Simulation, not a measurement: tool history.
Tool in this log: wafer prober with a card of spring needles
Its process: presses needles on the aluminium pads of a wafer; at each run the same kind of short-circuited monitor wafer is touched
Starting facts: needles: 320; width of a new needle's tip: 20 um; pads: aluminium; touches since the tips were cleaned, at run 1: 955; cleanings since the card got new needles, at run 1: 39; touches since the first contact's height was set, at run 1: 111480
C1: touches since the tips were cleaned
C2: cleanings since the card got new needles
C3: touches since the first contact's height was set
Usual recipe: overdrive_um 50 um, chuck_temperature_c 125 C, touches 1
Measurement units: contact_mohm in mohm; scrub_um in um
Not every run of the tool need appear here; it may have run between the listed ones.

Run 1, hour 0.0: usual settings; C1 955; C2 39; C3 111480. Result: contact_mohm 221 mohm, scrub_um 9.30 um.
At hour 6.1: tips cleaned on abrasive film.
At hour 14.2: tips cleaned on abrasive film.
At hour 24.1: tips cleaned on abrasive film.
At hour 33.9: tips cleaned on abrasive film.
Run 2, hour 34.2: usual settings; C1 77; C2 43; C3 121991. Result: contact_mohm 215 mohm, scrub_um 9.30 um.
At hour 42.2: tips cleaned on abrasive film.
At hour 50.3: tips cleaned on abrasive film.
At hour 60.1: tips cleaned on abrasive film.
Run 3, hour 63.5: usual settings; C1 1064; C2 46; C3 131039. Result: contact_mohm 216 mohm, scrub_um 9.27 um.
At hour 69.5: tips cleaned on abrasive film.
At hour 71.8: height of the first contact set anew.
At hour 79.7: tips cleaned on abrasive film.
At hour 87.8: tips cleaned on abrasive film.
At hour 97.4: tips cleaned on abrasive film.
Run 4, hour 97.4: usual settings; C1 0; C2 50; C3 7871. Result: contact_mohm 212 mohm, scrub_um 9.31 um.
At hour 107.0: tips cleaned on abrasive film.
At hour 115.1: tips cleaned on abrasive film.
At hour 124.8: tips cleaned on abrasive film.
At hour 134.6: tips cleaned on abrasive film.
Run 5, hour 137.2: usual settings; C1 792; C2 54; C3 20120. Result: contact_mohm 214 mohm, scrub_um 9.24 um.
At hour 143.3: tips cleaned on abrasive film.
At hour 153.2: tips cleaned on abrasive film.
Run 6, hour 160.8: usual settings; C1 2364; C2 56; C3 27414. Result: contact_mohm 218 mohm, scrub_um 9.31 um.
At hour 162.7: tips cleaned on abrasive film.
At hour 172.8: tips cleaned on abrasive film.
At hour 180.9: tips cleaned on abrasive film.
Run 7, hour 183.6: usual settings but chuck_temperature_c 85 C; C1 832; C2 59; C3 34417. Result: contact_mohm 206 mohm, scrub_um 9.30 um.
At hour 189.4: tips cleaned on abrasive film.
At hour 198.8: tips cleaned on abrasive film.
At hour 208.7: tips cleaned on abrasive film.
Run 8, hour 213.3: usual settings but overdrive_um 65 um; C1 1432; C2 62; C3 43591. Result: contact_mohm 211 mohm, scrub_um 12.15 um.
At hour 217.4: tips cleaned on abrasive film.
At hour 226.8: tips cleaned on abrasive film.
At hour 236.7: tips cleaned on abrasive film.
Run 9, hour 240.9: usual settings but overdrive_um 65 um; C1 1291; C2 65; C3 52076. Result: contact_mohm 209 mohm, scrub_um 12.11 um.
At hour 245.0: tips cleaned on abrasive film.
At hour 253.1: tips cleaned on abrasive film.
Run 10, hour 259.7: usual settings but overdrive_um 41 um; C1 2049; C2 67; C3 57864. Result: contact_mohm 222 mohm, scrub_um 7.70 um.
At hour 261.8: tips cleaned on abrasive film.
At hour 271.9: tips cleaned on abrasive film.
At hour 280.0: tips cleaned on abrasive film.
At hour 289.8: tips cleaned on abrasive film.
Run 11, hour 292.1: usual settings; C1 728; C2 71; C3 67840. Result: contact_mohm 217 mohm, scrub_um 9.30 um.
At hour 298.0: tips cleaned on abrasive film.
At hour 306.1: tips cleaned on abrasive film.
Run 12, hour 313.6: usual settings; C1 2336; C2 73; C3 74463. Result: contact_mohm 217 mohm, scrub_um 9.32 um.
At hour 315.7: tips cleaned on abrasive film.
At hour 325.7: tips cleaned on abrasive film.
Run 13, hour 333.5: usual settings but overdrive_um 46 um; C1 2436; C2 75; C3 80598. Result: contact_mohm 215 mohm, scrub_um 8.59 um.
At hour 335.6: tips cleaned on abrasive film.
At hour 345.4: tips cleaned on abrasive film.
At hour 354.4: tips cleaned on abrasive film.
Run 14, hour 354.4: usual settings but overdrive_um 66 um; C1 0; C2 78; C3 87005. Result: contact_mohm 207 mohm, scrub_um 12.39 um.
At hour 364.3: tips cleaned on abrasive film.
At hour 374.3: tips cleaned on abrasive film.
Run 15, hour 375.4: usual settings but overdrive_um 66 um; C1 332; C2 80; C3 93500. Result: contact_mohm 205 mohm, scrub_um 12.36 um.
At hour 383.5: tips cleaned on abrasive film.
At hour 393.2: tips cleaned on abrasive film.
At hour 403.1: tips cleaned on abrasive film.
Run 16, hour 404.7: usual settings but overdrive_um 66 um; C1 485; C2 83; C3 102523. Result: contact_mohm 205 mohm, scrub_um 12.38 um.
At hour 412.6: tips cleaned on abrasive film.
At hour 422.6: tips cleaned on abrasive film.
Run 17, hour 430.1: usual settings but overdrive_um 65 um, chuck_temperature_c 36 C, touches 3; C1 2346; C2 85; C3 110370. Result: contact_mohm 190 mohm, scrub_um 12.24 um.
At hour 432.2: tips cleaned on abrasive film.
At hour 442.2: tips cleaned on abrasive film.
At hour 450.3: tips cleaned on abrasive film.
At hour 460.4: tips cleaned on abrasive film.
At hour 469.1: tips cleaned on abrasive film.
Run 18, hour 469.1: usual settings but overdrive_um 65 um, chuck_temperature_c 36 C, touches 3; C1 0; C2 90; C3 122356. Result: contact_mohm 187 mohm, scrub_um 12.23 um.
At hour 479.2: tips cleaned on abrasive film.
At hour 481.2: gauge calibrated.
At hour 489.0: tips cleaned on abrasive film.
Run 19, hour 494.4: usual settings but overdrive_um 65 um, chuck_temperature_c 36 C, touches 3; C1 1685; C2 92; C3 130176. Result: contact_mohm 189 mohm, scrub_um 12.02 um.
At hour 498.5: tips cleaned on abrasive film.
At hour 504.8: height of the first contact set anew.
At hour 508.8: tips cleaned on abrasive film.
At hour 516.9: tips cleaned on abrasive film.
At hour 526.7: tips cleaned on abrasive film.
Run 20, hour 529.9: usual settings but overdrive_um 65 um, chuck_temperature_c 36 C, touches 3; C1 973; C2 96; C3 7713. Result: contact_mohm 187 mohm, scrub_um 12.09 um.
At hour 536.0: tips cleaned on abrasive film.
At hour 546.0: tips cleaned on abrasive film.
Run 21, hour 549.6: usual settings but overdrive_um 65 um, chuck_temperature_c 81 C; C1 1122; C2 98; C3 13809. Result: contact_mohm 199 mohm, scrub_um 12.08 um.
At hour 555.7: tips cleaned on abrasive film.
At hour 565.4: tips cleaned on abrasive film.
At hour 575.5: tips cleaned on abrasive film.
At hour 585.2: tips cleaned on abrasive film.
Run 22, hour 588.0: usual settings but overdrive_um 65 um, chuck_temperature_c 56 C, touches 2; C1 855; C2 102; C3 25615. Result: contact_mohm 193 mohm, scrub_um 12.08 um.
At hour 594.1: tips cleaned on abrasive film.
At hour 604.1: tips cleaned on abrasive film.
Run 23, hour 605.0: usual settings but overdrive_um 34 um, chuck_temperature_c 67 C, touches 2; C1 252; C2 104; C3 30847. Result: contact_mohm 214 mohm, scrub_um 6.33 um.
At hour 613.0: tips cleaned on abrasive film.
At hour 621.1: tips cleaned on abrasive film.
At hour 630.6: tips cleaned on abrasive film.
Run 24, hour 630.6: usual settings but chuck_temperature_c 82 C; C1 0; C2 107; C3 38751. Result: contact_mohm 204 mohm, scrub_um 9.35 um.
At hour 638.7: tips cleaned on abrasive film.
At hour 648.8: tips cleaned on abrasive film.
Run 25, hour 649.8: usual settings but chuck_temperature_c 116 C; C1 309; C2 109; C3 44662. Result: contact_mohm 212 mohm, scrub_um 9.30 um.
At hour 657.2: tips cleaned on abrasive film.
At hour 666.9: tips cleaned on abrasive film.
Run 26, hour 666.9: usual settings but chuck_temperature_c 43 C, touches 2; C1 0; C2 111; C3 49916. Result: contact_mohm 199 mohm, scrub_um 9.32 um.
At hour 676.9: tips cleaned on abrasive film.
At hour 686.3: tips cleaned on abrasive film.
Run 27, hour 686.3: usual settings but chuck_temperature_c 43 C, touches 2; C1 0; C2 113; C3 55888. Result: contact_mohm 196 mohm, scrub_um 9.33 um.
At hour 696.3: tips cleaned on abrasive film.
At hour 706.3: tips cleaned on abrasive film.
Run 28, hour 708.4: usual settings but chuck_temperature_c 43 C, touches 2; C1 658; C2 115; C3 62723. Result: contact_mohm 194 mohm, scrub_um 9.32 um.
At hour 714.5: tips cleaned on abrasive film.
At hour 724.6: tips cleaned on abrasive film.
At hour 734.3: tips cleaned on abrasive film.
Run 29, hour 737.3: usual settings but chuck_temperature_c 44 C; C1 941; C2 118; C3 71627. Result: contact_mohm 192 mohm, scrub_um 9.34 um.

Branching from run 29: 3 alternative next runs. What would each branch give?
At hour 743.4: tips cleaned on abrasive film.
At hour 751.5: tips cleaned on abrasive film.
At hour 761.4: tips cleaned on abrasive film.
At hour 771.1: tips cleaned on abrasive film.
Run A, hour 772.6: usual settings but chuck_temperature_c 44 C, touches 2; C1 466; C2 122; C3 82493. Result: contact_mohm ?, scrub_um ?.
At hour 743.4: tips cleaned on abrasive film.
At hour 751.5: tips cleaned on abrasive film.
At hour 761.4: tips cleaned on abrasive film.
At hour 771.1: tips cleaned on abrasive film.
Run B, hour 772.6: usual settings but overdrive_um 63 um, chuck_temperature_c 76 C; C1 466; C2 122; C3 82493. Result: contact_mohm ?, scrub_um ?.
At hour 743.4: tips cleaned on abrasive film.
At hour 751.5: tips cleaned on abrasive film.
At hour 761.4: tips cleaned on abrasive film.
At hour 771.1: tips cleaned on abrasive film.
Run C, hour 772.6: usual settings but chuck_temperature_c 66 C; C1 466; C2 122; C3 82493. Result: contact_mohm ?, scrub_um ?.

run  contact_mohm  scrub_um
  A           197      9.38
  B           198     11.81
  C           201      9.35
Had the tool no hidden state, the same runs would have come out as:
run  contact_mohm  scrub_um
  A           197      9.28
  B           197     11.68
  C           201      9.25
